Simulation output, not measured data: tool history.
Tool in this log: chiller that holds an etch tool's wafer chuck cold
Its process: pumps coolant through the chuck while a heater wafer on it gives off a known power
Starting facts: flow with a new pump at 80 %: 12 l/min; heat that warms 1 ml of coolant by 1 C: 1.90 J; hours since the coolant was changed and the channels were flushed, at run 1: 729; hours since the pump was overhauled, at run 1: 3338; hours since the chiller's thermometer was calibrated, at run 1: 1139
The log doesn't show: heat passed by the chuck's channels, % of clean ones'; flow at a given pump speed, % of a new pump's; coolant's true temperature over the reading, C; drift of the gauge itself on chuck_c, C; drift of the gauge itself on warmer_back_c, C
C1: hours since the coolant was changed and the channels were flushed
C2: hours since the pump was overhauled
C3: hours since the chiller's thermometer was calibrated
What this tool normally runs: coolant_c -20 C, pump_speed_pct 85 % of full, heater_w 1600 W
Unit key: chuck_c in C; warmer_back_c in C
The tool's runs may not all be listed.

run 1 hour=0 | coolant_c=-20 pump_speed_pct=85 heater_w=1600 | C1=729 C2=3338 C3=1139 | chuck_c=-7.9 warmer_back_c=4.58
run 2 hour=44.3 | coolant_c=-20 pump_speed_pct=85 heater_w=1600 | C1=773 C2=3382 C3=1183 | chuck_c=-7.7 warmer_back_c=4.59
run 3 hour=108.8 | coolant_c=-20 pump_speed_pct=85 heater_w=1600 | C1=838 C2=3447 C3=1248 | chuck_c=-7.6 warmer_back_c=4.64
run 4 hour=151.7 | coolant_c=-20 pump_speed_pct=85 heater_w=1600 | C1=881 C2=3489 C3=1291 | chuck_c=-7.7 warmer_back_c=4.64
run 5 hour=233.6 | coolant_c=-20 pump_speed_pct=85 heater_w=1600 | C1=962 C2=3571 C3=1373 | chuck_c=-7.6 warmer_back_c=4.61
run 6 hour=299.8 | coolant_c=-20 pump_speed_pct=85 heater_w=856 | C1=1029 C2=3637 C3=1439 | chuck_c=-13.4 warmer_back_c=2.52
run 7 hour=392.1 | coolant_c=-20 pump_speed_pct=85 heater_w=856 | C1=1121 C2=3730 C3=1531 | chuck_c=-13.4 warmer_back_c=2.54
run 8 hour=449.1 | coolant_c=-20 pump_speed_pct=85 heater_w=856 | C1=1178 C2=3787 C3=1588 | chuck_c=-13.5 warmer_back_c=2.57
run 9 hour=492 | coolant_c=-20 pump_speed_pct=85 heater_w=856 | C1=1221 C2=3830 C3=1631 | chuck_c=-13.4 warmer_back_c=2.5
-- hour=499.2 chiller's thermometer calibrated
run 10 hour=581.2 | coolant_c=-20 pump_speed_pct=85 heater_w=1074 | C1=1309 C2=3918 C3=82 | chuck_c=-11.6 warmer_back_c=3.17
-- hour=644.5 chiller's thermometer calibrated, once more
run 11 hour=653.5 | coolant_c=-20 pump_speed_pct=92 heater_w=1600 | C1=1380 C2=3989 C3=9 | chuck_c=-7.6 warmer_back_c=4.42
run 12 hour=734.1 | coolant_c=-21 pump_speed_pct=85 heater_w=1600 | C1=1461 C2=4070 C3=90 | chuck_c=-7.8 warmer_back_c=4.78
run 13 hour=785.6 | coolant_c=-20 pump_speed_pct=85 heater_w=1600 | C1=1513 C2=4121 C3=141 | chuck_c=-6.8 warmer_back_c=4.76
run 14 hour=854 | coolant_c=-20 pump_speed_pct=85 heater_w=1600 | C1=1581 C2=4190 C3=209 | chuck_c=-6.7 warmer_back_c=4.78
run 15 hour=895.9 | coolant_c=-20 pump_speed_pct=94 heater_w=1600 | C1=1623 C2=4232 C3=251 | chuck_c=-7.8 warmer_back_c=4.38
run 16 hour=938.6 | coolant_c=-28 pump_speed_pct=76 heater_w=2250 | C1=1666 C2=4274 C3=294 | chuck_c=-7.5 warmer_back_c=7.58
-- hour=1011 coolant pump overhauled
run 17 hour=1011 | coolant_c=-28 pump_speed_pct=76 heater_w=2250 | C1=1733 C2=0 C3=361 | chuck_c=-10.3 warmer_back_c=6.27
run 18 hour=1059.8 | coolant_c=-25 pump_speed_pct=71 heater_w=2250 | C1=1782 C2=49 C3=410 | chuck_c=-6.4 warmer_back_c=6.8
run 19 hour=1124.6 | coolant_c=-25 pump_speed_pct=71 heater_w=2250 | C1=1847 C2=114 C3=475 | chuck_c=-5.9 warmer_back_c=6.66
run 20 hour=1215.9 | coolant_c=-25 pump_speed_pct=76 heater_w=2250 | C1=1938 C2=205 C3=566 | chuck_c=-6.8 warmer_back_c=6.34
run 21 hour=1291.5 | coolant_c=-25 pump_speed_pct=76 heater_w=2250 | C1=2013 C2=280 C3=642 | chuck_c=-7 warmer_back_c=6.33
run 22 hour=1375.1 | coolant_c=-25 pump_speed_pct=76 heater_w=2250 | C1=2097 C2=364 C3=726 | chuck_c=-6.9 warmer_back_c=6.31
run 23 hour=1424 | coolant_c=-23 pump_speed_pct=96 heater_w=1067 | C1=2146 C2=413 C3=774 | chuck_c=-15.8 warmer_back_c=2.43
run 24 hour=1475.4 | coolant_c=-20 pump_speed_pct=63 heater_w=1920 | C1=2197 C2=464 C3=826 | chuck_c=-1.9 warmer_back_c=6.51
run 25 hour=1513.8 | coolant_c=-27 pump_speed_pct=63 heater_w=1977 | C1=2236 C2=503 C3=864 | chuck_c=-8.3 warmer_back_c=6.77
run 26 hour=1576.8 | coolant_c=-25 pump_speed_pct=66 heater_w=1600 | C1=2299 C2=566 C3=927 | chuck_c=-10.4 warmer_back_c=5.21
run 27 hour=1617 | coolant_c=-29 pump_speed_pct=74 heater_w=1793 | C1=2339 C2=606 C3=967 | chuck_c=-13.8 warmer_back_c=5.22

Forecast each of these 5 alternatives for the next run:
run A hour=1703.9 | coolant_c=-13 pump_speed_pct=93 heater_w=968 | C1=2426 C2=693 C3=1054 | chuck_c=? warmer_back_c=?
run B hour=1703.9 | coolant_c=-20 pump_speed_pct=85 heater_w=977 | C1=2426 C2=693 C3=1054 | chuck_c=? warmer_back_c=?
run C hour=1703.9 | coolant_c=-29 pump_speed_pct=74 heater_w=1557 | C1=2426 C2=693 C3=1054 | chuck_c=? warmer_back_c=?
run D hour=1703.9 | coolant_c=-20 pump_speed_pct=85 heater_w=1808 | C1=2426 C2=693 C3=1054 | chuck_c=? warmer_back_c=?
run E hour=1703.9 | coolant_c=-29 pump_speed_pct=79 heater_w=1649 | C1=2426 C2=693 C3=1054 | chuck_c=? warmer_back_c=?

run=A chuck_c=-6.3 warmer_back_c=2.25
run=B chuck_c=-12.7 warmer_back_c=2.48
run=C chuck_c=-15.9 warmer_back_c=4.61
run=D chuck_c=-6.3 warmer_back_c=4.66
run=E chuck_c=-15.8 warmer_back_c=4.55
Take away the tool's hidden state, keep each run's random variation, and the runs would have read:
run=A chuck_c=-7.1 warmer_back_c=2.19
run=B chuck_c=-13.5 warmer_back_c=2.41
run=C chuck_c=-17.5 warmer_back_c=4.48
run=D chuck_c=-8.1 warmer_back_c=4.52
run=E chuck_c=-17.5 warmer_back_c=4.42
